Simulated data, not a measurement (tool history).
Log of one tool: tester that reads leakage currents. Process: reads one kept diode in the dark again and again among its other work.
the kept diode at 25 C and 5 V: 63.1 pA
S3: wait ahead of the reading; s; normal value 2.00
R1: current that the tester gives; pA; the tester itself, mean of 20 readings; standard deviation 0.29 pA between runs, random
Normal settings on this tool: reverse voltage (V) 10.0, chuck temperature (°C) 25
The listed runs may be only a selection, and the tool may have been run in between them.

Run 1, hour 0.0: usual settings. Result: R1 94.31 pA.
Run 2, hour 21.3: usual settings. Result: R1 94.52 pA.
Run 3, hour 56.3: usual settings. Result: R1 94.65 pA.
Run 4, hour 78.4: usual settings. Result: R1 94.16 pA.
Run 5, hour 121.7: usual settings but chuck temperature (°C) 35. Result: R1 199.05 pA.
Run 6, hour 146.9: usual settings but chuck temperature (°C) 35, S3 0.36 s. Result: R1 207.77 pA.
Run 7, hour 166.8: usual settings but chuck temperature (°C) 35, S3 0.36 s. Result: R1 208.65 pA.
Run 8, hour 187.7: usual settings but reverse voltage (V) 1.1, chuck temperature (°C) 35, S3 1.60 s. Result: R1 58.77 pA.
Run 9, hour 219.6: usual settings but reverse voltage (V) 10.2, chuck temperature (°C) 44, S3 0.65 s. Result: R1 388.59 pA.
Run 10, hour 243.4: usual settings but reverse voltage (V) 7.7, chuck temperature (°C) 33, S3 0.45 s. Result: R1 153.88 pA.
Run 11, hour 266.1: usual settings but reverse voltage (V) 7.7, chuck temperature (°C) 33, S3 0.45 s. Result: R1 154.14 pA.
Run 12, hour 294.4: usual settings but reverse voltage (V) 7.7, chuck temperature (°C) 33, S3 0.45 s. Result: R1 153.82 pA.
Run 13, hour 337.7: usual settings but reverse voltage (V) 18.5, chuck temperature (°C) 22, S3 3.52 s. Result: R1 104.60 pA.
Run 14, hour 360.6: usual settings but chuck temperature (°C) 42. Result: R1 330.79 pA.

Branching from run 14: 3 alternative next runs. What would each branch give?
Run A, hour 382.8: usual settings but reverse voltage (V) 1.6, chuck temperature (°C) 20, S3 0.58 s. Result: R1 ?.
Run B, hour 382.8: usual settings but reverse voltage (V) 12.1, chuck temperature (°C) 22, S3 0.87 s. Result: R1 ?.
Run C, hour 382.8: usual settings but reverse voltage (V) 13.4, chuck temperature (°C) 42, S3 2.55 s. Result: R1 ?.

run      R1
  A   23.57
  B   86.12
  C  390.71
What these runs would have given with no unlogged condition in the tool:
run      R1
  A   23.58
  B   86.15
  C  390.95
